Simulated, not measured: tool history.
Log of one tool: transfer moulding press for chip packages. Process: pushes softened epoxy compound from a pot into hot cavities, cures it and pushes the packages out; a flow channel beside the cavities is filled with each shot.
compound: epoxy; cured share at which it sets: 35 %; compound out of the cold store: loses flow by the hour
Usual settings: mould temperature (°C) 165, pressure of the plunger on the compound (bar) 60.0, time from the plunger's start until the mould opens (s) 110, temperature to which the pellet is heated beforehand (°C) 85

run	hour	mould temperature (°C)	pressure of the plunger on the compound (bar)	time from the plunger's start until the mould opens (s)	temperature to which the pellet is heated beforehand (°C)	incoming compound's hours out of the cold store	length that the compound runs in the flow channel (mm)	greatest force on the pins that push the packages out (N)
1	0.0	165	60.0	110	85	29.8	904	390
2	10.8	165	60.0	110	85	31.7	885	409
# hour 15.5: cavities cleaned with cleaning compound and waxed
3	23.8	165	60.0	110	85	47.6	843	263
4	39.2	165	60.0	110	85	24.8	911	328
5	50.1	165	60.0	110	85	42.8	851	344
6	64.5	165	60.0	110	85	8.9	961	385
# hour 80.5: cavities cleaned with cleaning compound and waxed
7	80.5	165	60.0	110	85	47.0	836	236
8	93.8	165	60.0	110	91	13.7	937	294
9	100.4	165	60.0	110	85	9.1	948	333
# hour 107.5: plunger's sealing rings changed
10	117.8	165	60.0	110	85	16.0	1017	376
11	131.1	165	60.0	110	85	43.8	918	389
# hour 147.9: cavities cleaned with cleaning compound and waxed
12	148.2	165	60.0	110	85	42.8	919	220
13	161.0	165	60.0	110	85	14.9	1026	295
14	173.7	165	60.0	110	85	29.3	964	333
15	187.5	167	73.8	110	77	13.3	1108	338
16	203.6	167	73.8	110	77	26.2	1063	379
# hour 213.4: cavities cleaned with cleaning compound and waxed
17	217.2	160	46.6	113	90	46.5	805	330
# hour 224.2: mould's thermocouples calibrated
18	226.4	160	49.7	102	90	45.8	826	425
19	240.3	161	49.9	115	76	32.2	875	382
20	250.9	165	54.6	132	85	16.7	932	272
21	266.5	166	54.6	136	77	9.6	964	297
22	278.1	165	45.6	110	78	25.5	825	415
# hour 281.1: cavities cleaned with cleaning compound and waxed
23	287.8	165	45.6	110	78	10.4	870	262
24	303.6	165	57.4	97	85	45.8	870	385
25	316.3	165	60.0	99	95	17.3	977	436
26	324.4	165	60.0	99	95	14.6	970	450
27	339.7	165	60.0	99	95	44.3	879	458
# hour 346.7: cavities cleaned with cleaning compound and waxed
28	353.3	162	60.0	95	95	8.4	997	453

Predict each of these 3 candidate next runs independently; none follows another, all start after run 28:
A	366.6	167	62.1	101	95	46.8	?	?
B	366.6	165	52.5	124	85	15.9	?	?
C	366.6	162	60.0	144	93	36.6	?	?

run	length that the compound runs in the flow channel (mm)	greatest force on the pins that push the packages out (N)
A	879	297
B	900	255
C	908	231
Take away the tool's hidden state, keep each run's random variation, and the runs would have read:
run	length that the compound runs in the flow channel (mm)	greatest force on the pins that push the packages out (N)
A	931	228
B	953	195
C	962	176

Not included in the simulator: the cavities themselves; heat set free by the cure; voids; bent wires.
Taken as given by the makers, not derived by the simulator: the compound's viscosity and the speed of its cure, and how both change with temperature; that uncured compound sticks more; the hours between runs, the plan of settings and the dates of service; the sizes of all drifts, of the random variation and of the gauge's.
